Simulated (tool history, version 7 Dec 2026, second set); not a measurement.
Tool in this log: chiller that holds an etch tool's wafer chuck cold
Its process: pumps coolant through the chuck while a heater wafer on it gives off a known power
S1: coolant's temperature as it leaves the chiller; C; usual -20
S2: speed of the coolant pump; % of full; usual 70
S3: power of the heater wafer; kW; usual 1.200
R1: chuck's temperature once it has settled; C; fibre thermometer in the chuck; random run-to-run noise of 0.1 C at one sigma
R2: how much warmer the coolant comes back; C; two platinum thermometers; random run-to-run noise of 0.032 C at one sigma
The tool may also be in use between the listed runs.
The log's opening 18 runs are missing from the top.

| run | hour | S1 | S2 | S3 | R1 | R2 |
|---|---|---|---|---|---|---|
| 19 | 1852.9 | -14 | 65 | 0.765 | -4.4 | 2.41 |
| 20 | 1974.6 | -24 | 89 | 1.562 | -7.2 | 3.52 |
| 21 | 2116.6 | -20 | 81 | 1.351 | -4.4 | 3.39 |
| 22 | 2239.5 | -20 | 81 | 1.351 | -4.6 | 3.42 |
| 23 | 2339.1 | -20 | 81 | 1.351 | -4.4 | 3.46 |
| 24 | 2420.0 | -26 | 76 | 0.931 | -14.9 | 2.55 |
| 25 | 2493.2 | -26 | 76 | 0.931 | -14.9 | 2.54 |
| 26 | 2590.0 | -26 | 61 | 1.166 | -9.9 | 4.08 |
| 27 | 2660.2 | -26 | 61 | 1.166 | -9.9 | 4.01 |
| 28 | 2799.1 | -22 | 70 | 0.737 | -12.7 | 2.20 |
| 29 | 2901.3 | -22 | 63 | 0.737 | -12.0 | 2.50 |
| 30 | 3024.2 | -22 | 63 | 0.737 | -11.8 | 2.44 |
| 31 | 3113.3 | -22 | 63 | 0.737 | -11.7 | 2.52 |

Below are 3 alternative next runs, each starting from the tool's condition after run 31. Predict each:
|  | 3164.6 | chiller's thermometer calibrated |
| A | 3221.9 | -20 | 70 | 1.800 | ? | ? |
|  | 3164.6 | chiller's thermometer calibrated |
| B | 3221.9 | -16 | 87 | 0.737 | ? | ? |
|  | 3164.6 | chiller's thermometer calibrated |
| C | 3221.9 | -30 | 65 | 1.457 | ? | ? |

| run | R1 | R2 |
|---|---|---|
| A | 5.1 | 5.48 |
| B | -6.9 | 1.77 |
| C | -8.8 | 4.80 |
The same runs, with their run-to-run variation unchanged, on a tool lacking any hidden condition would have given:
| run | R1 | R2 |
|---|---|---|
| A | 0.3 | 4.86 |
| B | -8.6 | 1.56 |
| C | -12.8 | 4.25 |

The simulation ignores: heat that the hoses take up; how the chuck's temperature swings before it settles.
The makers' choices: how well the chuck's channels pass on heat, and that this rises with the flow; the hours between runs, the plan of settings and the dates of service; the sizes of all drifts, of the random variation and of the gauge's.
